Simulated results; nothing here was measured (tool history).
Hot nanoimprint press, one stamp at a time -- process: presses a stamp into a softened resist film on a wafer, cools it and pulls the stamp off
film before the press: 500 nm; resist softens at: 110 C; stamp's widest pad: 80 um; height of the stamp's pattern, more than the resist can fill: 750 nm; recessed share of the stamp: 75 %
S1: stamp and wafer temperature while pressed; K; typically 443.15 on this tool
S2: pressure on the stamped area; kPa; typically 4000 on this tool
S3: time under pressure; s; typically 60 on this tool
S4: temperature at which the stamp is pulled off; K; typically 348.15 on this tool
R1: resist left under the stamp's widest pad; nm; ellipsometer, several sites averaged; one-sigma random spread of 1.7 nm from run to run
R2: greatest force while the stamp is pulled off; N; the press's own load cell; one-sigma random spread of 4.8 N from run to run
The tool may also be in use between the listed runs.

{"run": 1, "hour": 0.0, "S1": 443.15, "S2": 4000, "S3": 60, "S4": 348.15, "R1": 273.4, "R2": 262}
{"run": 2, "hour": 9.2, "S1": 443.15, "S2": 4000, "S3": 60, "S4": 348.15, "R1": 276.8, "R2": 267}
{"run": 3, "hour": 25.2, "S1": 443.15, "S2": 4000, "S3": 60, "S4": 348.15, "R1": 279.3, "R2": 269}
{"hour": 33.1, "done": "stamp cleaned and given a new release coat"}
{"run": 4, "hour": 47.3, "S1": 443.15, "S2": 2880, "S3": 60, "S4": 348.15, "R1": 308.9, "R2": 231}
{"run": 5, "hour": 63.6, "S1": 443.15, "S2": 2880, "S3": 67, "S4": 348.15, "R1": 297.5, "R2": 247}
{"run": 6, "hour": 75.6, "S1": 443.15, "S2": 4000, "S3": 60, "S4": 348.15, "R1": 277.6, "R2": 232}
{"run": 7, "hour": 85.5, "S1": 443.15, "S2": 4000, "S3": 60, "S4": 348.15, "R1": 279.1, "R2": 242}
{"run": 8, "hour": 101.5, "S1": 443.15, "S2": 4000, "S3": 60, "S4": 348.15, "R1": 276.4, "R2": 249}
{"run": 9, "hour": 117.6, "S1": 443.15, "S2": 4000, "S3": 60, "S4": 347.15, "R1": 278, "R2": 258}
{"run": 10, "hour": 132.1, "S1": 443.15, "S2": 4000, "S3": 60, "S4": 347.15, "R1": 275.6, "R2": 253}
{"run": 11, "hour": 139.5, "S1": 443.15, "S2": 4000, "S3": 60, "S4": 347.15, "R1": 279.4, "R2": 256}
{"run": 12, "hour": 152.9, "S1": 443.15, "S2": 4000, "S3": 60, "S4": 347.15, "R1": 280.9, "R2": 253}
{"run": 13, "hour": 163.0, "S1": 443.15, "S2": 4000, "S3": 60, "S4": 347.15, "R1": 278.8, "R2": 264}
{"run": 14, "hour": 175.2, "S1": 443.15, "S2": 3450, "S3": 60, "S4": 348.15, "R1": 294.9, "R2": 263}
{"run": 15, "hour": 192.1, "S1": 443.15, "S2": 4000, "S3": 60, "S4": 336.15, "R1": 279, "R2": 349}
{"run": 16, "hour": 203.6, "S1": 443.15, "S2": 4000, "S3": 60, "S4": 336.15, "R1": 278.4, "R2": 353}
{"run": 17, "hour": 217.9, "S1": 443.15, "S2": 4000, "S3": 60, "S4": 336.15, "R1": 274.4, "R2": 352}
{"run": 18, "hour": 228.0, "S1": 437.15, "S2": 4000, "S3": 60, "S4": 348.15, "R1": 363.6, "R2": 265}
{"run": 19, "hour": 242.0, "S1": 437.15, "S2": 4000, "S3": 60, "S4": 348.15, "R1": 358.7, "R2": 265}
{"run": 20, "hour": 250.2, "S1": 443.15, "S2": 2500, "S3": 40, "S4": 338.15, "R1": 361.3, "R2": 348}
{"hour": 260.6, "done": "stamp cleaned and given a new release coat"}
{"run": 21, "hour": 266.1, "S1": 443.15, "S2": 2500, "S3": 40, "S4": 338.15, "R1": 357.5, "R2": 303}
{"run": 22, "hour": 283.0, "S1": 443.15, "S2": 2500, "S3": 40, "S4": 338.15, "R1": 363.1, "R2": 308}

Estimate the outcome of run 23 from the log above:
{"run": 23, "hour": 294.9, "S1": 447.15, "S2": 2500, "S3": 40, "S4": 338.15, "R1": "?", "R2": "?"}

R1: 314.3 nm
R2: 314 N
With the hidden condition absent and the run-to-run variation left alone, this run would have shown R1 304 nm, R2 302 N.
